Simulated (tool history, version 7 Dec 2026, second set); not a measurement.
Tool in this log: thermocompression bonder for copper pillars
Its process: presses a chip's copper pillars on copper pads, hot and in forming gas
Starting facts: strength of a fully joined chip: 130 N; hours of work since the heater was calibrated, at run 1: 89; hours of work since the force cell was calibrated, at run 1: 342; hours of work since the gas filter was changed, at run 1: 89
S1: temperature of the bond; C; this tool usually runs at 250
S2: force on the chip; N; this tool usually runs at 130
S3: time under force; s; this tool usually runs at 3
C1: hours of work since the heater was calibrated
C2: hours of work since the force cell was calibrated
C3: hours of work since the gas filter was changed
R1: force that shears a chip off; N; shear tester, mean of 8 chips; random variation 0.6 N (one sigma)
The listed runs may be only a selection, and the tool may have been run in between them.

run 1 hour=0.0 | S1=250 S2=130 S3=3 | C1=89 C2=342 C3=89 | R1=63.4
run 2 hour=13.2 | S1=250 S2=130 S3=3 | C1=98 C2=352 C3=98 | R1=63.6
run 3 hour=19.1 | S1=250 S2=130 S3=3 | C1=103 C2=356 C3=103 | R1=63.4
run 4 hour=31.1 | S1=250 S2=130 S3=3 | C1=112 C2=365 C3=112 | R1=63.1
run 5 hour=44.8 | S1=250 S2=130 S3=3 | C1=122 C2=375 C3=122 | R1=62.6
run 6 hour=54.5 | S1=250 S2=130 S3=3 | C1=129 C2=383 C3=129 | R1=63.1
run 7 hour=67.8 | S1=250 S2=130 S3=3 | C1=139 C2=392 C3=139 | R1=62.5
-- hour=70.7 heater calibrated with a thermocouple chip
run 8 hour=80.4 | S1=250 S2=130 S3=3 | C1=7 C2=400 C3=147 | R1=62.6
run 9 hour=89.4 | S1=250 S2=130 S3=3 | C1=14 C2=407 C3=153 | R1=62.8
run 10 hour=101.3 | S1=250 S2=177 S3=3 | C1=23 C2=416 C3=162 | R1=70.5
-- hour=113.3 heater calibrated with a thermocouple chip, once more
run 11 hour=114.6 | S1=250 S2=177 S3=3 | C1=1 C2=424 C3=171 | R1=69.7
run 12 hour=124.4 | S1=250 S2=170 S3=3 | C1=8 C2=432 C3=178 | R1=69.7
run 13 hour=132.2 | S1=250 S2=130 S3=3 | C1=14 C2=437 C3=184 | R1=63.9
run 14 hour=138.3 | S1=221 S2=130 S3=2 | C1=19 C2=442 C3=188 | R1=39.8
run 15 hour=147.5 | S1=221 S2=130 S3=2 | C1=25 C2=449 C3=195 | R1=39.6
run 16 hour=157.5 | S1=229 S2=133 S3=2 | C1=33 C2=456 C3=202 | R1=44.0
run 17 hour=164.7 | S1=229 S2=133 S3=2 | C1=38 C2=461 C3=208 | R1=44.2
-- hour=170.2 forming gas filter changed
run 18 hour=174.3 | S1=222 S2=139 S3=2 | C1=45 C2=468 C3=3 | R1=43.2
run 19 hour=180.2 | S1=222 S2=139 S3=2 | C1=49 C2=473 C3=7 | R1=43.1
run 20 hour=189.1 | S1=278 S2=88 S3=8 | C1=56 C2=479 C3=14 | R1=93.6
run 21 hour=196.0 | S1=268 S2=131 S3=3 | C1=61 C2=484 C3=19 | R1=76.9
run 22 hour=206.7 | S1=268 S2=131 S3=3 | C1=69 C2=492 C3=27 | R1=76.1
run 23 hour=218.7 | S1=250 S2=146 S3=2 | C1=78 C2=501 C3=36 | R1=58.7
run 24 hour=227.5 | S1=250 S2=146 S3=2 | C1=84 C2=508 C3=43 | R1=58.2
run 25 hour=239.7 | S1=250 S2=146 S3=2 | C1=93 C2=517 C3=52 | R1=58.4

Consider 5 possible next runs. They are alternatives, not a sequence: every one starts from the tool as it was left by run 25. What does each give?
run A hour=245.8 | S1=250 S2=176 S3=6 | C1=98 C2=521 C3=56 | R1=?
run B hour=245.8 | S1=243 S2=171 S3=3 | C1=98 C2=521 C3=56 | R1=?
run C hour=245.8 | S1=270 S2=146 S3=2 | C1=98 C2=521 C3=56 | R1=?
run D hour=245.8 | S1=250 S2=88 S3=2 | C1=98 C2=521 C3=56 | R1=?
run E hour=245.8 | S1=269 S2=111 S3=4 | C1=98 C2=521 C3=56 | R1=?

run=A R1=90.0
run=B R1=67.5
run=C R1=70.8
run=D R1=47.0
run=E R1=77.7
Without the tool's hidden state the same runs would have given:
run=A R1=90.8
run=B R1=68.1
run=C R1=71.4
run=D R1=47.4
run=E R1=78.4
